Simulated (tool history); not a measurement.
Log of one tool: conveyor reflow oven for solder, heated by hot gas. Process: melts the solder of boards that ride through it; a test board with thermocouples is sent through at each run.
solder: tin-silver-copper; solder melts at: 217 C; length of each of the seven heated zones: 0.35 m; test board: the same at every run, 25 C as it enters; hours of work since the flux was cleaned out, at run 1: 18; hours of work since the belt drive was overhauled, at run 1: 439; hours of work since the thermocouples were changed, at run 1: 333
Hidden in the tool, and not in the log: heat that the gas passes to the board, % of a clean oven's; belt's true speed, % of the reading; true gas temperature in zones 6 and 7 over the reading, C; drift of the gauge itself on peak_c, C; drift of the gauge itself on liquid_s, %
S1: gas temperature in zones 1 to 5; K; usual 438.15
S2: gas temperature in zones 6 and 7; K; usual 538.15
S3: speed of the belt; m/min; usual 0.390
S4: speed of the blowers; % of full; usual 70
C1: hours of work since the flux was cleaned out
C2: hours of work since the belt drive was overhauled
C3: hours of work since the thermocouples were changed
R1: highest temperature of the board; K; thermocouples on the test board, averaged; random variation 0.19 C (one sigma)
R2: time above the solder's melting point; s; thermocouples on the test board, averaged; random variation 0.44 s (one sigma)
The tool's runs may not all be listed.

run    hour      S1      S2     S3  S4   C1   C2   C3      R1     R2
  1     0.0  438.15  538.15  0.390  70   18  439  333  518.05   66.9
  2    42.2  438.15  538.15  0.390  70   44  465  359  518.05   65.9
  3    86.6  429.15  538.15  0.390  70   72  492  387  516.15   60.2
  4   135.7  429.15  538.15  0.390  70  102  523  417  516.05   60.0
  5   174.0  429.15  538.15  0.390  70  126  547  441  516.15   60.6
  6   224.0  440.15  538.15  0.390  70  157  578  472  518.25   67.6
  7   258.0  438.15  538.15  0.390  70  178  599  493  517.95   66.4
  8   280.4  438.15  538.15  0.390  87  192  613  507  521.45   71.9
      323.1  -- flux residue cleaned out of gas plates and filters
  9   336.0  438.15  538.15  0.390  87    8  644  538  521.55   71.8
 10   360.9  438.15  538.15  0.390  87   23  659  554  521.55   72.2
 11   385.1  438.15  538.15  0.390  70   38  674  569  518.05   67.0
 12   436.4  428.15  538.15  0.390  70   70  706  601  515.85   60.0
 13   482.4  428.15  538.15  0.390  70   99  735  629  515.85   59.6
 14   523.8  428.15  538.15  0.390  70  124  760  655  515.75   60.0
 15   572.8  435.15  538.15  0.390  70  155  791  685  517.65   64.3
 16   609.2  435.15  538.15  0.390  70  177  813  708  517.35   63.8
 17   638.9  435.15  538.15  0.388  70  196  832  726  517.35   64.9
 18   669.4  438.15  551.15  0.318  62  215  851  745  534.45  104.0
      677.5  -- flux residue cleaned out of gas plates and filters
 19   698.3  438.15  552.15  0.379  71   13  865  760  531.35   83.7
 20   737.8  426.15  538.15  0.390  75   37  890  784  517.05   59.6
      760.8  -- belt drive overhauled, speed set with a stopwatch
 21   778.5  442.15  538.15  0.390  70   60   11  807  518.35   69.6
 22   809.5  442.15  538.15  0.390  70   79   30  826  518.65   69.1
 23   834.4  442.15  538.15  0.390  70   95   46  842  518.35   69.8
 24   878.5  442.15  538.15  0.390  70  122   73  869  518.65   69.3
 25   930.1  442.15  538.15  0.390  70  154  105  901  518.85   69.0
 26   980.0  428.15  536.15  0.390  70  185  136  932  514.05   56.7
 27  1010.6  428.15  536.15  0.390  70  204  155  951  514.35   56.9
     1035.0  -- flux residue cleaned out of gas plates and filters
 28  1052.6  428.15  536.15  0.390  70   11  178  974  514.05   57.8
 29  1077.2  438.15  538.15  0.390  72   26  193  989  518.45   66.6

Forecast each of these 4 alternatives for the next run:
     1107.0  -- thermocouples of zones 6 and 7 changed
  A  1125.6  438.15  544.15  0.396  89  55  222  12   ?   ?
     1107.0  -- thermocouples of zones 6 and 7 changed
  B  1125.6  438.15  550.15  0.461  86  55  222  12   ?   ?
     1107.0  -- thermocouples of zones 6 and 7 changed
  C  1125.6  431.15  549.15  0.390  82  55  222  12   ?   ?
     1107.0  -- thermocouples of zones 6 and 7 changed
  D  1125.6  438.15  538.15  0.373  61  55  222  12   ?   ?

run      R1    R2
  A  526.35  76.5
  B  524.95  62.0
  C  528.95  76.2
  D  516.95  68.2
Without the tool's hidden state the same runs would have given:
run      R1    R2
  A  526.35  76.5
  B  524.95  62.0
  C  528.95  76.2
  D  516.95  68.2
